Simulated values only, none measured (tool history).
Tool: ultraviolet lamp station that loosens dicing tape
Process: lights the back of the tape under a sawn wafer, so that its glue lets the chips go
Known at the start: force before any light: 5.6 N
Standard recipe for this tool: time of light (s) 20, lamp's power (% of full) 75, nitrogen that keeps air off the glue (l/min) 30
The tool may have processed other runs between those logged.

run,hour,time of light (s),lamp's power (% of full),nitrogen that keeps air off the glue (l/min),force that peels the tape off (N),light that reached the tape (J/m2)
1,0.0,20,75,30,1.191,3290
2,16.0,20,75,30,1.180,3230
3,41.1,20,75,30,1.208,3200
# hour 62.5: window cleaned of glue's vapour
4,69.9,37,75,30,0.279,7180
5,84.8,37,75,30,0.282,7140
6,99.2,37,75,30,0.288,7150
7,122.3,37,75,30,0.296,6960
8,145.3,20,75,30,0.937,3750
9,167.3,10,75,30,2.265,1820
10,180.0,10,83,30,2.132,2050
11,196.5,20,75,15,1.212,3640
12,226.6,20,75,15,1.230,3540
13,245.4,20,75,30,1.037,3580
14,271.6,20,75,30,1.095,3470
15,293.0,20,75,30,1.057,3490
16,322.4,20,75,30,1.101,3370
17,337.3,13,75,30,1.922,2140
18,364.1,13,75,30,1.919,2140
19,380.2,13,75,30,2.013,2160
20,402.6,13,75,30,1.968,2090
21,425.5,13,75,30,2.097,2070
22,450.8,13,75,30,2.113,2030
# hour 466.4: window cleaned of glue's vapour
23,470.5,14,75,22,1.684,2630
24,495.4,31,77,36,0.384,5920
25,508.0,35,82,36,0.264,7030
26,522.0,13,64,51,1.918,2060
27,534.8,13,64,51,1.985,2010
28,554.4,29,76,14,0.673,5310
29,578.6,29,88,12,0.543,6010
30,605.1,29,88,12,0.582,5990
31,627.2,20,81,24,1.011,3780
32,653.8,16,81,23,1.394,2970
33,671.7,10,67,11,3.119,1540
34,693.1,14,70,10,2.405,2160
35,710.5,14,70,10,2.340,2200
36,731.7,14,70,10,2.471,2150
37,744.2,14,70,10,2.460,2130

Run 38, settings as shown, results not yet in. Your forecast:
38,772.7,14,70,10,?,?

{"run 38": {"force that peels the tape off (N)": 2.493, "light that reached the tape (J/m2)": 2110}}
The same run, on a tool lacking any hidden state, would have yielded force that peels the tape off (N) 1.921, light that reached the tape (J/m2) 2790.
